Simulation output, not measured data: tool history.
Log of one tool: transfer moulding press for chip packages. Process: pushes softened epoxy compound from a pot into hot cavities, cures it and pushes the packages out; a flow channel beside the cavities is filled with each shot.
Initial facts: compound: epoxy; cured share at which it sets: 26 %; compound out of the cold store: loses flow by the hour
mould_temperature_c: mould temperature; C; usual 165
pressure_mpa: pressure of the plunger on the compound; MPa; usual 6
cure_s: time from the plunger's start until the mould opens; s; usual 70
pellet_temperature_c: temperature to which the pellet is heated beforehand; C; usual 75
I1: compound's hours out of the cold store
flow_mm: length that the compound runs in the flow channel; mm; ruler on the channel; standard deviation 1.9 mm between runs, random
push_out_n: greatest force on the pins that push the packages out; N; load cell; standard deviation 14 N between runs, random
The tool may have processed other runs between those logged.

{"run": 1, "hour": 0.0, "mould_temperature_c": 165, "pressure_mpa": 6, "cure_s": 70, "pellet_temperature_c": 75, "I1": 10.1, "flow_mm": 794, "push_out_n": 695}
{"hour": 14.2, "done": "plunger's sealing rings changed"}
{"run": 2, "hour": 49.7, "mould_temperature_c": 165, "pressure_mpa": 6, "cure_s": 70, "pellet_temperature_c": 75, "I1": 22, "flow_mm": 776, "push_out_n": 1256}
{"hour": 60.8, "done": "cavities cleaned with cleaning compound and waxed"}
{"run": 3, "hour": 87.6, "mould_temperature_c": 165, "pressure_mpa": 6, "cure_s": 108, "pellet_temperature_c": 75, "I1": 46.3, "flow_mm": 679, "push_out_n": 636}
{"hour": 119.4, "done": "cavities cleaned with cleaning compound and waxed"}
{"run": 4, "hour": 147.3, "mould_temperature_c": 165, "pressure_mpa": 6, "cure_s": 108, "pellet_temperature_c": 75, "I1": 21.7, "flow_mm": 768, "push_out_n": 659}
{"hour": 178.2, "done": "cavities cleaned with cleaning compound and waxed"}
{"run": 5, "hour": 200.9, "mould_temperature_c": 165, "pressure_mpa": 6, "cure_s": 108, "pellet_temperature_c": 75, "I1": 25.1, "flow_mm": 746, "push_out_n": 585}
{"hour": 234.4, "done": "cavities cleaned with cleaning compound and waxed"}
{"run": 6, "hour": 254.0, "mould_temperature_c": 165, "pressure_mpa": 6, "cure_s": 108, "pellet_temperature_c": 75, "I1": 24.4, "flow_mm": 741, "push_out_n": 559}
{"hour": 290.6, "done": "cavities cleaned with cleaning compound and waxed"}
{"run": 7, "hour": 294.2, "mould_temperature_c": 165, "pressure_mpa": 6, "cure_s": 108, "pellet_temperature_c": 75, "I1": 39.2, "flow_mm": 682, "push_out_n": 428}
{"hour": 315.4, "done": "plunger's sealing rings changed"}
{"run": 8, "hour": 346.1, "mould_temperature_c": 163, "pressure_mpa": 6, "cure_s": 70, "pellet_temperature_c": 75, "I1": 30.9, "flow_mm": 739, "push_out_n": 1497}
{"hour": 350.9, "done": "cavities cleaned with cleaning compound and waxed"}
{"hour": 409.3, "done": "cavities cleaned with cleaning compound and waxed"}
{"run": 9, "hour": 411.7, "mould_temperature_c": 163, "pressure_mpa": 6, "cure_s": 70, "pellet_temperature_c": 75, "I1": 38.6, "flow_mm": 708, "push_out_n": 842}
{"run": 10, "hour": 447.7, "mould_temperature_c": 163, "pressure_mpa": 5, "cure_s": 70, "pellet_temperature_c": 75, "I1": 16.1, "flow_mm": 719, "push_out_n": 1460}
{"hour": 465.0, "done": "cavities cleaned with cleaning compound and waxed"}
{"run": 11, "hour": 477.2, "mould_temperature_c": 163, "pressure_mpa": 5, "cure_s": 70, "pellet_temperature_c": 75, "I1": 8.9, "flow_mm": 746, "push_out_n": 1077}
{"hour": 520.9, "done": "cavities cleaned with cleaning compound and waxed"}
{"run": 12, "hour": 529.0, "mould_temperature_c": 163, "pressure_mpa": 5, "cure_s": 70, "pellet_temperature_c": 75, "I1": 13.4, "flow_mm": 721, "push_out_n": 1017}
{"run": 13, "hour": 572.8, "mould_temperature_c": 162, "pressure_mpa": 5, "cure_s": 70, "pellet_temperature_c": 75, "I1": 32.4, "flow_mm": 651, "push_out_n": 1544}
{"hour": 580.5, "done": "cavities cleaned with cleaning compound and waxed"}
{"run": 14, "hour": 606.2, "mould_temperature_c": 162, "pressure_mpa": 5, "cure_s": 70, "pellet_temperature_c": 75, "I1": 18.2, "flow_mm": 698, "push_out_n": 1413}
{"hour": 614.3, "done": "mould's thermocouples calibrated"}
{"hour": 616.8, "done": "plunger's sealing rings changed"}
{"hour": 643.1, "done": "cavities cleaned with cleaning compound and waxed"}
{"run": 15, "hour": 655.3, "mould_temperature_c": 162, "pressure_mpa": 5, "cure_s": 70, "pellet_temperature_c": 75, "I1": 42.2, "flow_mm": 643, "push_out_n": 1121}
{"hour": 701.2, "done": "cavities cleaned with cleaning compound and waxed"}
{"run": 16, "hour": 715.6, "mould_temperature_c": 165, "pressure_mpa": 5.87, "cure_s": 50, "pellet_temperature_c": 69, "I1": 28.4, "flow_mm": 734, "push_out_n": 2308}
{"hour": 757.8, "done": "cavities cleaned with cleaning compound and waxed"}
{"run": 17, "hour": 764.9, "mould_temperature_c": 165, "pressure_mpa": 5.87, "cure_s": 100, "pellet_temperature_c": 69, "I1": 18.2, "flow_mm": 766, "push_out_n": 498}
{"run": 18, "hour": 796.4, "mould_temperature_c": 172, "pressure_mpa": 5.93, "cure_s": 58, "pellet_temperature_c": 74, "I1": 9.8, "flow_mm": 791, "push_out_n": 1374}
{"hour": 815.6, "done": "cavities cleaned with cleaning compound and waxed"}
{"run": 19, "hour": 838.6, "mould_temperature_c": 165, "pressure_mpa": 6, "cure_s": 67, "pellet_temperature_c": 82, "I1": 20.1, "flow_mm": 759, "push_out_n": 1211}
{"hour": 871.1, "done": "cavities cleaned with cleaning compound and waxed"}
{"run": 20, "hour": 895.5, "mould_temperature_c": 165, "pressure_mpa": 6, "cure_s": 67, "pellet_temperature_c": 82, "I1": 31.7, "flow_mm": 707, "push_out_n": 1148}
{"hour": 916.3, "done": "mould's thermocouples calibrated, once more"}
{"hour": 918.8, "done": "plunger's sealing rings changed"}
{"hour": 931.9, "done": "cavities cleaned with cleaning compound and waxed"}
{"run": 21, "hour": 955.6, "mould_temperature_c": 165, "pressure_mpa": 6, "cure_s": 67, "pellet_temperature_c": 82, "I1": 34.5, "flow_mm": 722, "push_out_n": 1046}
{"hour": 988.0, "done": "cavities cleaned with cleaning compound and waxed"}
{"run": 22, "hour": 1012.3, "mould_temperature_c": 161, "pressure_mpa": 4.9, "cure_s": 70, "pellet_temperature_c": 75, "I1": 47.9, "flow_mm": 610, "push_out_n": 1174}
{"hour": 1045.9, "done": "cavities cleaned with cleaning compound and waxed"}
{"run": 23, "hour": 1047.7, "mould_temperature_c": 166, "pressure_mpa": 6.8, "cure_s": 91, "pellet_temperature_c": 75, "I1": 22.3, "flow_mm": 811, "push_out_n": 418}
{"run": 24, "hour": 1096.1, "mould_temperature_c": 166, "pressure_mpa": 6.8, "cure_s": 91, "pellet_temperature_c": 75, "I1": 26, "flow_mm": 789, "push_out_n": 755}
{"hour": 1102.9, "done": "cavities cleaned with cleaning compound and waxed"}
{"run": 25, "hour": 1130.2, "mould_temperature_c": 165, "pressure_mpa": 6, "cure_s": 70, "pellet_temperature_c": 75, "I1": 31.2, "flow_mm": 719, "push_out_n": 995}
{"hour": 1159.0, "done": "cavities cleaned with cleaning compound and waxed"}
{"run": 26, "hour": 1161.4, "mould_temperature_c": 165, "pressure_mpa": 6, "cure_s": 70, "pellet_temperature_c": 75, "I1": 9, "flow_mm": 802, "push_out_n": 708}

5 ways to go on from here, each from the tool as it stands after run 26. What would each give?
{"run": "A", "hour": 1192.9, "mould_temperature_c": 166, "pressure_mpa": 6, "cure_s": 64, "pellet_temperature_c": 84, "I1": 42.9, "flow_mm": "?", "push_out_n": "?"}
{"run": "B", "hour": 1192.9, "mould_temperature_c": 168, "pressure_mpa": 6, "cure_s": 70, "pellet_temperature_c": 78, "I1": 11, "flow_mm": "?", "push_out_n": "?"}
{"run": "C", "hour": 1192.9, "mould_temperature_c": 161, "pressure_mpa": 6, "cure_s": 59, "pellet_temperature_c": 75, "I1": 9.9, "flow_mm": "?", "push_out_n": "?"}
{"run": "D", "hour": 1192.9, "mould_temperature_c": 165, "pressure_mpa": 6, "cure_s": 70, "pellet_temperature_c": 75, "I1": 33.7, "flow_mm": "?", "push_out_n": "?"}
{"run": "E", "hour": 1192.9, "mould_temperature_c": 171, "pressure_mpa": 4.94, "cure_s": 70, "pellet_temperature_c": 75, "I1": 15.6, "flow_mm": "?", "push_out_n": "?"}

run=A flow_mm=665 push_out_n=1164
run=B flow_mm=784 push_out_n=897
run=C flow_mm=802 push_out_n=2297
run=D flow_mm=703 push_out_n=1026
run=E flow_mm=696 push_out_n=773
Had the tool no hidden state, the same runs would have come out as:
run=A flow_mm=694 push_out_n=700
run=B flow_mm=818 push_out_n=539
run=C flow_mm=837 push_out_n=1381
run=D flow_mm=733 push_out_n=618
run=E flow_mm=726 push_out_n=467
